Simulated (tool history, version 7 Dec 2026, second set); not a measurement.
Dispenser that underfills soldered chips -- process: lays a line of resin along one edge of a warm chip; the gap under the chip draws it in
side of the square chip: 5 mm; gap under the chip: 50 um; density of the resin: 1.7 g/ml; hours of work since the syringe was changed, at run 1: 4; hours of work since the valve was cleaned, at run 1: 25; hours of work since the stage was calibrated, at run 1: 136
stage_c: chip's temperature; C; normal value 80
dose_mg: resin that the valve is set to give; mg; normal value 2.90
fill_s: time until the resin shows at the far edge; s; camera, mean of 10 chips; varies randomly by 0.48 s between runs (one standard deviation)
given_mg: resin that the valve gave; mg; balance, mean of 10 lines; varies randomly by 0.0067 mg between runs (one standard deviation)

run	hour	stage_c	dose_mg	hours of work since the syringe was changed	hours of work since the valve was cleaned	hours of work since the stage was calibrated	fill_s	given_mg
1	0.0	80	2.90	4	25	136	50.4	2.833
# hour 8.9: new syringe of resin
2	10.4	80	2.90	1	32	143	39.3	2.831
3	16.1	80	2.52	5	35	147	55.2	2.447
4	22.5	80	2.90	9	39	151	69.8	2.810
# hour 24.4: new syringe of resin
5	30.6	80	3.53	4	44	156	46.0	3.415
# hour 33.0: dispensing valve cleaned and set on the balance
6	39.1	80	3.53	9	4	160	65.8	3.522
# hour 40.9: new syringe of resin
7	46.8	80	2.90	4	9	165	46.8	2.877
8	55.2	80	2.90	9	14	170	71.3	2.869
# hour 56.2: new syringe of resin
9	61.8	70	2.90	4	18	174	70.7	2.866
# hour 71.6: new syringe of resin
10	71.8	80	3.22	0	24	181	36.8	3.161
11	81.2	80	3.22	6	30	187	57.6	3.150
# hour 86.6: new syringe of resin
12	87.8	80	2.80	1	34	191	38.7	2.742
13	95.0	80	3.71	5	39	195	50.3	3.608
# hour 101.8: new syringe of resin
14	101.8	80	3.17	0	43	199	36.1	3.075
# hour 106.5: dispensing valve cleaned and set on the balance
15	111.4	80	3.17	5	3	205	53.3	3.157
# hour 118.2: new syringe of resin
16	118.4	84	3.42	0	7	209	29.8	3.406
17	124.4	84	3.42	4	11	213	40.3	3.381
18	132.4	89	2.53	9	16	218	51.7	2.496
# hour 133.5: new syringe of resin
19	141.1	80	3.37	5	22	223	51.0	3.317
# hour 149.1: new syringe of resin
20	149.1	79	2.90	0	27	228	37.6	2.845
21	153.4	80	3.09	3	29	231	43.8	3.022
22	157.4	72	3.56	5	32	234	71.5	3.491
23	162.8	79	2.96	9	35	237	71.3	2.881
# hour 164.6: new syringe of resin
24	171.0	92	2.90	4	40	242	30.7	2.804
25	176.1	89	2.90	7	44	245	42.8	2.813
# hour 179.7: dispensing valve cleaned and set on the balance
# hour 181.1: new syringe of resin
26	186.3	80	2.88	3	4	251	45.7	2.879
27	192.3	80	2.88	7	8	255	61.2	2.863
# hour 196.1: new syringe of resin
28	202.6	80	2.88	4	14	261	48.1	2.862
# hour 211.2: new syringe of resin
29	212.9	69	3.37	1	21	268	60.0	3.310

Below are 5 alternative next runs, each starting from the tool's condition after run 29. Predict each:
A	219.8	70	3.29	5	25	272	?	?
B	219.8	91	2.80	5	25	272	?	?
C	219.8	72	2.54	5	25	272	?	?
D	219.8	80	2.54	5	25	272	?	?
E	219.8	68	3.24	5	25	272	?	?

run	fill_s	given_mg
A	78.3	3.252
B	36.2	2.743
C	79.1	2.504
D	54.9	2.508
E	86.8	3.186
The same runs, with their run-to-run variation unchanged, on a tool lacking any hidden condition would have given:
run	fill_s	given_mg
A	54.5	3.303
B	25.0	2.787
C	54.6	2.544
D	37.6	2.547
E	60.4	3.236
